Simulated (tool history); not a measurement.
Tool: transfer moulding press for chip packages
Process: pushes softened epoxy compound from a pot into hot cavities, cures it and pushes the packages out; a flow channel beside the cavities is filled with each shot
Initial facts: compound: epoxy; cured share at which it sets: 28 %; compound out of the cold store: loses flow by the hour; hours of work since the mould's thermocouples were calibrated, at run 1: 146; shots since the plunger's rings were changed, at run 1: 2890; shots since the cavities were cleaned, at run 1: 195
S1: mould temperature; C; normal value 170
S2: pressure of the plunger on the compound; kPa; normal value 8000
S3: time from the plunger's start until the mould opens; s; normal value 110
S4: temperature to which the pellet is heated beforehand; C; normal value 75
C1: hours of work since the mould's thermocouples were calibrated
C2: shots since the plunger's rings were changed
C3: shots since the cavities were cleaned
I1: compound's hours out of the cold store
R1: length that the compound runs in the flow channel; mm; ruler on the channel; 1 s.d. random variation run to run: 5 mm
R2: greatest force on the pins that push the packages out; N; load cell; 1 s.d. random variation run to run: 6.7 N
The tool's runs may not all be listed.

| run | hour | S1 | S2 | S3 | S4 | C1 | C2 | C3 | I1 | R1 | R2 |
|---|---|---|---|---|---|---|---|---|---|---|---|
| 1 | 0 | 170 | 8000 | 110 | 75 | 146 | 2890 | 195 | 9.9 | 758 | 370 |
| 2 | 5.5 | 173 | 8000 | 110 | 75 | 149 | 2942 | 247 | 18.5 | 707 | 350 |
| 3 | 12.5 | 170 | 8000 | 110 | 75 | 153 | 3008 | 313 | 14.3 | 738 | 416 |
| 4 | 21.2 | 170 | 8000 | 110 | 75 | 158 | 3090 | 395 | 15.3 | 728 | 418 |
| 5 | 32.9 | 170 | 6010 | 110 | 75 | 165 | 3201 | 506 | 38.7 | 540 | 444 |
|  | 36.3 | cavities cleaned with cleaning compound and waxed |
| 6 | 44.8 | 170 | 8000 | 110 | 75 | 171 | 3298 | 80 | 43.7 | 589 | 307 |
| 7 | 57.5 | 170 | 8000 | 149 | 75 | 178 | 3418 | 200 | 29.8 | 649 | 320 |
| 8 | 68.3 | 170 | 8000 | 149 | 75 | 184 | 3520 | 302 | 38.3 | 605 | 356 |
| 9 | 76.8 | 170 | 8000 | 149 | 75 | 189 | 3600 | 382 | 24.6 | 671 | 399 |
| 10 | 86.9 | 170 | 8000 | 149 | 75 | 195 | 3695 | 477 | 39.1 | 607 | 398 |
|  | 92.9 | cavities cleaned with cleaning compound and waxed |
| 11 | 99.2 | 170 | 8420 | 110 | 75 | 201 | 3797 | 60 | 46 | 593 | 299 |
| 12 | 110.9 | 170 | 8420 | 91 | 75 | 208 | 3907 | 170 | 35.5 | 637 | 466 |
|  | 117.3 | plunger's sealing rings changed |
| 13 | 122.1 | 170 | 8420 | 91 | 75 | 213 | 46 | 252 | 35.8 | 684 | 495 |
| 14 | 133.3 | 170 | 8420 | 128 | 75 | 219 | 151 | 357 | 37.4 | 668 | 357 |

Forecast run 15:
|  | 135.9 | mould's thermocouples calibrated |
| 15 | 148 | 170 | 8420 | 128 | 75 | 7 | 270 | 476 | 21.5 | ? | ? |

For run 15 the tool returned R1 754 mm, R2 402 N.
Were there no unlogged condition in the tool, this run, its random variation unchanged, would have produced R1 757 mm, R2 244 N.

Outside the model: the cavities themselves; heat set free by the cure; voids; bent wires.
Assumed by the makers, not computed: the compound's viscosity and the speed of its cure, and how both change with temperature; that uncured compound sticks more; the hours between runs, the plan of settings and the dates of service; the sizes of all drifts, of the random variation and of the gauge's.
